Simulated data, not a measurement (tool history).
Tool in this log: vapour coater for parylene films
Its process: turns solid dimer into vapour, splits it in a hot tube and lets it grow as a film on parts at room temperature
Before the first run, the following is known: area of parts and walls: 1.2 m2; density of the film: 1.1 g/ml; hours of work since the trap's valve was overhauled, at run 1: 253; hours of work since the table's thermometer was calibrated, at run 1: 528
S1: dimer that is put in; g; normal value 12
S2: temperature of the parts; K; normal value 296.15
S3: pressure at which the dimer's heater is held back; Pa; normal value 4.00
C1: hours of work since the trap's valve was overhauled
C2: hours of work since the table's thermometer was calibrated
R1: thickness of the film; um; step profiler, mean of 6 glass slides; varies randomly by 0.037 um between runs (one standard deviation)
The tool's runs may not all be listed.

| run | hour | S1 | S2 | S3 | C1 | C2 | R1 |
|---|---|---|---|---|---|---|---|
| 1 | 0.0 | 12 | 296.15 | 4.00 | 253 | 528 | 6.35 |
| 2 | 24.0 | 12 | 296.15 | 4.00 | 266 | 541 | 6.38 |
| 3 | 48.3 | 12 | 296.15 | 4.00 | 279 | 554 | 6.29 |
| 4 | 63.4 | 12 | 296.15 | 4.00 | 287 | 562 | 6.28 |
| 5 | 88.8 | 12 | 296.15 | 4.00 | 300 | 575 | 6.32 |
| 6 | 107.5 | 12 | 296.15 | 4.00 | 310 | 585 | 6.27 |
| 7 | 135.2 | 6 | 296.15 | 4.00 | 325 | 600 | 3.12 |
|  | 141.8 | trap's valve overhauled |
| 8 | 158.2 | 6 | 296.15 | 4.00 | 9 | 610 | 2.97 |
| 9 | 171.7 | 20 | 295.15 | 6.85 | 16 | 617 | 9.12 |
| 10 | 189.9 | 20 | 295.15 | 6.85 | 26 | 627 | 9.10 |
| 11 | 212.7 | 8 | 293.15 | 2.16 | 38 | 639 | 4.85 |
| 12 | 236.6 | 5 | 298.15 | 8.89 | 50 | 652 | 2.00 |
| 13 | 255.1 | 9 | 298.15 | 3.30 | 60 | 662 | 4.39 |
| 14 | 281.6 | 9 | 298.15 | 3.30 | 74 | 676 | 4.33 |
| 15 | 296.8 | 10 | 303.15 | 2.06 | 82 | 684 | 4.77 |

Hidden state at the last listed run before each entry between runs and at the first one after, where it differs:
After run 7, before run 8: trap's valve overhauled (hour 141.8)
  vapour lost through the trap's worn valve, %: 8 -> 11.9; true temperature of the parts over the reading, C: 0.74 -> 0.75
  what was measured, less what the result would be without the hidden state, R1: -0.34 -> -0.47 um

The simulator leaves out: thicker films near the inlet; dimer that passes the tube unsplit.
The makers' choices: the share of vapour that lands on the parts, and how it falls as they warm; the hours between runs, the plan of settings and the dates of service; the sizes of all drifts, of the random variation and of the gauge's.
